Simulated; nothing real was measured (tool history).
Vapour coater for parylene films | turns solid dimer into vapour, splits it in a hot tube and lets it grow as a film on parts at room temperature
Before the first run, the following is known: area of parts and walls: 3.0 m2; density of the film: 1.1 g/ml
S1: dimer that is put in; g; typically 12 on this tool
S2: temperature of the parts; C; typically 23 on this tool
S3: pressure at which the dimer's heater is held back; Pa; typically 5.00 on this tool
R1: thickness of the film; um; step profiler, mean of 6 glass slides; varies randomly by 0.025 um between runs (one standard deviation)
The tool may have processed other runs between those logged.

run 1 hour=0.0 | S1=12 S2=23 S3=5.00 | R1=2.27
run 2 hour=14.8 | S1=12 S2=23 S3=5.00 | R1=2.27
run 3 hour=40.2 | S1=15 S2=23 S3=5.00 | R1=2.83
run 4 hour=54.1 | S1=15 S2=23 S3=6.87 | R1=2.62
run 5 hour=73.4 | S1=12 S2=23 S3=5.00 | R1=2.22
run 6 hour=96.7 | S1=12 S2=23 S3=5.00 | R1=2.20
run 7 hour=108.1 | S1=16 S2=23 S3=5.00 | R1=2.99
run 8 hour=129.2 | S1=5 S2=25 S3=3.52 | R1=0.95
run 9 hour=149.0 | S1=10 S2=33 S3=7.71 | R1=1.19
-- hour=171.2 trap's valve overhauled
run 10 hour=178.5 | S1=10 S2=33 S3=7.71 | R1=1.22
run 11 hour=204.3 | S1=11 S2=23 S3=6.21 | R1=1.96
run 12 hour=227.5 | S1=11 S2=23 S3=6.21 | R1=1.93
run 13 hour=242.0 | S1=11 S2=23 S3=6.21 | R1=1.96

What will run 14 give?
run 14 hour=255.3 | S1=11 S2=16 S3=2.88 | R1=?

Run 14 produced R1 3.01 um.
Take away the tool's hidden state, keep the run-to-run variation as it was, and the same run would have given R1 3.02 um.
